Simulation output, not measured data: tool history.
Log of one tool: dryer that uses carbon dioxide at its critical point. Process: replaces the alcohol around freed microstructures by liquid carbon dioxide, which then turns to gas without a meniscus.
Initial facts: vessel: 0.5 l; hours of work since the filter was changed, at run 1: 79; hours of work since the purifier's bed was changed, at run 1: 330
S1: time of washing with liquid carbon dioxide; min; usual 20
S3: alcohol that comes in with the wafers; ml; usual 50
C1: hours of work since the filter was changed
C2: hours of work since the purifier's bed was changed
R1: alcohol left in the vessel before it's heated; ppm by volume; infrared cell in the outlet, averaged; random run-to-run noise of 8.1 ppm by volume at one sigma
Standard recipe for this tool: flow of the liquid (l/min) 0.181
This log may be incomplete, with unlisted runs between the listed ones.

run 1 hour=0.0 | S1=20 flow_of_the_liquid_(l/min)=0.181 S3=50 | C1=79 C2=330 | R1=587
run 2 hour=16.6 | S1=20 flow_of_the_liquid_(l/min)=0.181 S3=50 | C1=88 C2=338 | R1=612
run 3 hour=27.5 | S1=20 flow_of_the_liquid_(l/min)=0.181 S3=50 | C1=93 C2=343 | R1=630
run 4 hour=42.8 | S1=20 flow_of_the_liquid_(l/min)=0.181 S3=50 | C1=101 C2=351 | R1=648
run 5 hour=53.7 | S1=20 flow_of_the_liquid_(l/min)=0.181 S3=50 | C1=106 C2=356 | R1=648
run 6 hour=73.2 | S1=12 flow_of_the_liquid_(l/min)=0.181 S3=50 | C1=116 C2=366 | R1=4868
run 7 hour=84.9 | S1=20 flow_of_the_liquid_(l/min)=0.194 S3=50 | C1=121 C2=372 | R1=479
run 8 hour=93.7 | S1=20 flow_of_the_liquid_(l/min)=0.194 S3=50 | C1=126 C2=376 | R1=488
run 9 hour=105.8 | S1=20 flow_of_the_liquid_(l/min)=0.181 S3=61 | C1=132 C2=382 | R1=849
run 10 hour=124.7 | S1=26 flow_of_the_liquid_(l/min)=0.181 S3=50 | C1=141 C2=391 | R1=178
run 11 hour=138.9 | S1=26 flow_of_the_liquid_(l/min)=0.181 S3=50 | C1=148 C2=398 | R1=189
run 12 hour=152.2 | S1=20 flow_of_the_liquid_(l/min)=0.181 S3=50 | C1=155 C2=405 | R1=752
run 13 hour=165.0 | S1=20 flow_of_the_liquid_(l/min)=0.181 S3=50 | C1=161 C2=411 | R1=761
run 14 hour=183.4 | S1=20 flow_of_the_liquid_(l/min)=0.181 S3=50 | C1=170 C2=420 | R1=788
run 15 hour=194.6 | S1=20 flow_of_the_liquid_(l/min)=0.181 S3=50 | C1=175 C2=426 | R1=823
run 16 hour=210.4 | S1=20 flow_of_the_liquid_(l/min)=0.181 S3=50 | C1=183 C2=434 | R1=833
run 17 hour=227.3 | S1=20 flow_of_the_liquid_(l/min)=0.181 S3=44 | C1=192 C2=442 | R1=740
run 18 hour=238.2 | S1=29 flow_of_the_liquid_(l/min)=0.181 S3=50 | C1=197 C2=447 | R1=127
run 19 hour=251.6 | S1=29 flow_of_the_liquid_(l/min)=0.181 S3=50 | C1=204 C2=454 | R1=124
-- hour=257.6 inlet filter changed
run 20 hour=267.6 | S1=20 flow_of_the_liquid_(l/min)=0.181 S3=50 | C1=5 C2=461 | R1=484
run 21 hour=277.3 | S1=20 flow_of_the_liquid_(l/min)=0.181 S3=50 | C1=10 C2=466 | R1=484
run 22 hour=294.3 | S1=20 flow_of_the_liquid_(l/min)=0.181 S3=50 | C1=18 C2=475 | R1=512
run 23 hour=311.4 | S1=20 flow_of_the_liquid_(l/min)=0.181 S3=50 | C1=27 C2=483 | R1=505
run 24 hour=329.3 | S1=19 flow_of_the_liquid_(l/min)=0.150 S3=75 | C1=35 C2=492 | R1=2390
run 25 hour=338.3 | S1=23 flow_of_the_liquid_(l/min)=0.165 S3=36 | C1=40 C2=496 | R1=320
run 26 hour=347.5 | S1=20 flow_of_the_liquid_(l/min)=0.181 S3=111 | C1=44 C2=501 | R1=1177
run 27 hour=366.9 | S1=22 flow_of_the_liquid_(l/min)=0.181 S3=24 | C1=54 C2=511 | R1=183
run 28 hour=380.4 | S1=16 flow_of_the_liquid_(l/min)=0.119 S3=39 | C1=61 C2=517 | R1=5073
run 29 hour=397.8 | S1=16 flow_of_the_liquid_(l/min)=0.119 S3=39 | C1=69 C2=526 | R1=5155
run 30 hour=406.9 | S1=22 flow_of_the_liquid_(l/min)=0.139 S3=50 | C1=74 C2=530 | R1=1305
run 31 hour=419.6 | S1=22 flow_of_the_liquid_(l/min)=0.139 S3=50 | C1=80 C2=537 | R1=1288
run 32 hour=430.1 | S1=16 flow_of_the_liquid_(l/min)=0.139 S3=64 | C1=85 C2=542 | R1=5625
run 33 hour=439.9 | S1=17 flow_of_the_liquid_(l/min)=0.284 S3=50 | C1=90 C2=547 | R1=139
run 34 hour=456.4 | S1=17 flow_of_the_liquid_(l/min)=0.284 S3=50 | C1=98 C2=555 | R1=167
run 35 hour=473.0 | S1=17 flow_of_the_liquid_(l/min)=0.284 S3=50 | C1=106 C2=563 | R1=156
run 36 hour=487.6 | S1=17 flow_of_the_liquid_(l/min)=0.284 S3=50 | C1=114 C2=570 | R1=170
run 37 hour=505.7 | S1=17 flow_of_the_liquid_(l/min)=0.284 S3=50 | C1=123 C2=579 | R1=165
run 38 hour=525.6 | S1=20 flow_of_the_liquid_(l/min)=0.198 S3=75 | C1=132 C2=589 | R1=698
run 39 hour=538.1 | S1=20 flow_of_the_liquid_(l/min)=0.198 S3=75 | C1=139 C2=595 | R1=709
run 40 hour=557.4 | S1=20 flow_of_the_liquid_(l/min)=0.288 S3=75 | C1=148 C2=605 | R1=100
run 41 hour=567.1 | S1=20 flow_of_the_liquid_(l/min)=0.288 S3=75 | C1=153 C2=609 | R1=109
run 42 hour=579.0 | S1=20 flow_of_the_liquid_(l/min)=0.288 S3=75 | C1=159 C2=615 | R1=107
run 43 hour=587.8 | S1=20 flow_of_the_liquid_(l/min)=0.120 S3=35 | C1=163 C2=620 | R1=2824
run 44 hour=603.7 | S1=20 flow_of_the_liquid_(l/min)=0.120 S3=35 | C1=171 C2=628 | R1=2843
run 45 hour=616.7 | S1=14 flow_of_the_liquid_(l/min)=0.140 S3=117 | C1=177 C2=634 | R1=17477
run 46 hour=629.5 | S1=13 flow_of_the_liquid_(l/min)=0.268 S3=49 | C1=184 C2=640 | R1=992

Below are 5 alternative next runs, each starting from the tool's condition after run 46. Predict each:
run A hour=638.0 | S1=20 flow_of_the_liquid_(l/min)=0.181 S3=71 | C1=188 C2=644 | R1=?
run B hour=638.0 | S1=26 flow_of_the_liquid_(l/min)=0.268 S3=31 | C1=188 C2=644 | R1=?
run C hour=638.0 | S1=15 flow_of_the_liquid_(l/min)=0.268 S3=49 | C1=188 C2=644 | R1=?
run D hour=638.0 | S1=13 flow_of_the_liquid_(l/min)=0.230 S3=49 | C1=188 C2=644 | R1=?
run E hour=638.0 | S1=21 flow_of_the_liquid_(l/min)=0.112 S3=39 | C1=188 C2=644 | R1=?

run=A R1=1210
run=B R1=43
run=C R1=518
run=D R1=1905
run=E R1=3435
With no hidden state in the tool, these same runs would have given:
run=A R1=608
run=B R1=0
run=C R1=232
run=D R1=1080
run=E R1=2214
